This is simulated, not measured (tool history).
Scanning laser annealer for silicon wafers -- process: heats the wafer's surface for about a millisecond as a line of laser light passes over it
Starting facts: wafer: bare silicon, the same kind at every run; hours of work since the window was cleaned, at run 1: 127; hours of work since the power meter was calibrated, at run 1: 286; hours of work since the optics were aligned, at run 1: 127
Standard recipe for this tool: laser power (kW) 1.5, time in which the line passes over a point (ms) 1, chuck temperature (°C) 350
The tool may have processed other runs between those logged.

run    hour  laser power (kW)  time in which the line passes over a point (ms)  chuck temperature (°C)  hours of work since the window was cleaned  hours of work since the power meter was calibrated  hours of work since the optics were aligned  highest temperature of the surface (°C)
  1       0               1.5                                                1                     350                                         127                                                 286                                          127                                     1108
  2    48.6               1.5                                                1                     350                                         149                                                 308                                          149                                     1102
  3    95.3               1.5                                                1                     350                                         171                                                 330                                          171                                     1104
  4   141.4               1.5                                                1                     350                                         192                                                 351                                          192                                     1098
  5   190.1               1.5                                                1                     350                                         215                                                 374                                          215                                     1097
  6   243.5               1.5                                                1                     319                                         239                                                 398                                          239                                     1065
  7   302.6             1.609                                                1                     319                                         267                                                 426                                          267                                     1129
  8   374.1             1.609                                                1                     319                                         300                                                 459                                          300                                     1134
  9   453.5               1.5                                             1.05                     350                                         336                                                 495                                          336                                     1107
 10   488.9               1.5                                             1.21                     350                                         353                                                 512                                          353                                     1153
      512.6  -- window over the wafer cleaned
 11     545               1.5                                             1.21                     350                                          15                                                 537                                          378                                     1189
 12     581               1.5                                                1                     350                                          32                                                 553                                          395                                     1110
 13   616.1               1.5                                                1                     350                                          48                                                 570                                          411                                     1115
 14   652.2               1.5                                                1                     350                                          65                                                 586                                          427                                     1111
 15   726.5               1.5                                             1.12                     350                                          99                                                 621                                          462                                     1150
 16   790.1               1.5                                             0.87                     350                                         128                                                 650                                          491                                     1056
      798.5  -- optics aligned, line set to its width
 17   853.8               1.5                                              0.8                     350                                         156                                                 677                                           26                                     1026
 18   899.9             1.362                                                1                     350                                         177                                                 699                                           47                                     1009
 19   959.6               1.5                                                1                     357                                         204                                                 726                                           75                                     1105
 20    1004               1.5                                                1                     357                                         225                                                 747                                           95                                     1104
     1013.1  -- optics aligned, line set to its width, once more
 21  1080.1               1.5                                                1                     357                                         258                                                 780                                           31                                     1104
 22  1148.8             1.304                                             0.84                     317                                         290                                                 812                                           63                                      888
 23    1206             1.377                                             0.84                     317                                         316                                                 838                                           89                                      926
 24  1283.7             1.377                                             0.84                     317                                         352                                                 874                                          125                                      925
     1310.4  -- window over the wafer cleaned
 25    1349             1.471                                             0.81                     347                                          18                                                 903                                          155                                     1019
 26  1398.3             1.311                                             1.24                     318                                          41                                                 926                                          177                                     1020
 27  1451.3             1.429                                                1                     326                                          65                                                 951                                          202                                     1033
 28  1519.8             1.429                                                1                     326                                          97                                                 982                                          234                                     1031
 29  1600.8               1.5                                                1                     343                                         134                                                1020                                          271                                     1090
 30  1651.2             1.414                                             0.71                     333                                         158                                                1043                                          294                                      919
 31  1687.8             1.505                                             0.97                     345                                         175                                                1060                                          311                                     1084
 32  1729.1             1.512                                             0.97                     361                                         194                                                1079                                          330                                     1103
 33  1764.2             1.455                                             0.97                     361                                         210                                                1095                                          347                                     1062
 34  1837.8             1.455                                             0.97                     361                                         244                                                1129                                          381                                     1064
 35  1909.6             1.621                                                1                     350                                         277                                                1163                                          414                                     1164
 36  1971.8             1.621                                             1.24                     324                                         306                                                1191                                          443                                     1219
 37  2013.5               1.5                                             1.18                     378                                         325                                                1211                                          462                                     1169
 38  2066.4               1.5                                             1.18                     378                                         350                                                1235                                          486                                     1166
     2097.8  -- window over the wafer cleaned
 39  2113.1             1.529                                              0.7                     343                                           7                                                1256                                          507                                     1001
 40  2187.9               1.5                                             1.04                     370                                          42                                                1291                                          542                                     1140

Forecast each of these 3 alternatives for the next run:
  A  2260.9             1.427                                                1                     344                                          75                                                1324                                          576                                        ?
  B  2260.9             1.385                                             0.94                     326                                          75                                                1324                                          576                                        ?
  C  2260.9             1.549                                             1.04                     357                                          75                                                1324                                          576                                        ?

run  highest temperature of the surface (°C)
  A                                     1048
  B                                      986
  C                                     1152
The same runs, with their run-to-run variation unchanged, on a tool lacking any hidden condition would have given:
run  highest temperature of the surface (°C)
  A                                     1068
  B                                     1005
  C                                     1175
